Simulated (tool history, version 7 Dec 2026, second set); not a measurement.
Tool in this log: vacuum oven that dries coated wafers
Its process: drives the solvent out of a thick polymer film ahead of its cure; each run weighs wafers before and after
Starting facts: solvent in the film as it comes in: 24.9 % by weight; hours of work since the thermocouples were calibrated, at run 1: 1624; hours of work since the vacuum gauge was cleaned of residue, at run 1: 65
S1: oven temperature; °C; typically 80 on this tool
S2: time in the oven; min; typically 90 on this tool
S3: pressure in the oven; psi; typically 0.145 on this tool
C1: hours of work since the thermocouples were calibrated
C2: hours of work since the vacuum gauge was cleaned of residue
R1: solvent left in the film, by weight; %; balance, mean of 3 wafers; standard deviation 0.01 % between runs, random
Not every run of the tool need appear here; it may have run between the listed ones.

run,hour,S1,S2,S3,C1,C2,R1
1,0,80,90,0.145,1624,65,1.12
2,14.9,80,90,0.145,1633,74,1.1
3,35.5,80,90,0.508,1645,86,1.92
# hour 56.4: oven's thermocouples calibrated
4,59.1,80,90,0.145,2,99,1.34
5,82.1,84,90,0.145,15,113,0.88
6,103.9,84,90,0.145,29,126,0.9
7,129.8,84,90,0.145,44,142,0.89
8,163.8,84,90,0.145,65,162,0.88
9,185.4,84,90,0.145,78,175,0.89
10,216.2,84,90,0.145,96,194,0.86
11,238.5,84,90,0.145,110,207,0.87
12,272.4,84,90,0.145,130,228,0.87
13,306.7,84,90,0.145,151,248,0.89
14,336.3,84,90,0.088,169,266,0.75
15,370,84,90,0.088,189,287,0.76
16,389.7,80,90,0.145,201,298,1.3
17,419.5,80,90,0.145,219,316,1.3
18,444.1,80,90,0.175,234,331,1.38
19,470.5,80,98,0.145,250,347,1.08
20,504.7,80,98,0.145,270,368,1.1
21,532.1,80,98,0.145,287,384,1.07
22,562.6,80,98,0.145,305,403,1.07
23,580.9,80,98,0.145,316,414,1.1
24,595.2,81,92,0.516,325,422,1.97
25,612.5,81,92,0.383,335,433,1.65
26,638.8,76,69,0.145,351,449,3.12
27,667.6,76,69,0.145,368,466,3.12
28,700.6,76,69,0.145,388,486,3.11
29,721.6,76,69,0.145,401,498,3.11
30,755.7,87,78,0.145,421,519,0.89
31,782.3,77,48,0.444,437,535,5.7
32,807.7,66,82,0.123,453,550,4.71
33,839.5,80,51,0.145,472,570,3.8
34,856.3,80,51,0.145,482,580,3.81
35,887.7,73,144,0.145,501,599,0.97
36,918.9,73,61,0.525,520,617,5.59
37,932.8,72,61,0.165,528,626,4.92
38,951,72,61,0.165,539,637,4.93
39,966.9,72,61,0.165,549,646,4.93
40,997.2,80,100,0.38,567,665,1.55
41,1029.5,75,101,0.161,586,684,1.66
42,1058.7,80,52,0.109,604,702,3.6
43,1074.9,71,151,0.39,614,711,1.91
44,1099.5,80,136,0.315,629,726,0.94
45,1123.6,78,93,0.212,643,741,1.59
46,1152.7,74,57,0.419,661,758,5.37

Here are 3 independent what-if runs from the current tool condition. What would each one return?
A,1182.4,80,131,0.145,679,776,?
B,1182.4,89,45,0.206,679,776,?
C,1182.4,70,48,0.384,679,776,?

run,R1
A,0.59
B,2.53
C,7.74
What these runs would have given with no unlogged condition in the tool:
run,R1
A,0.59
B,2.64
C,7.94
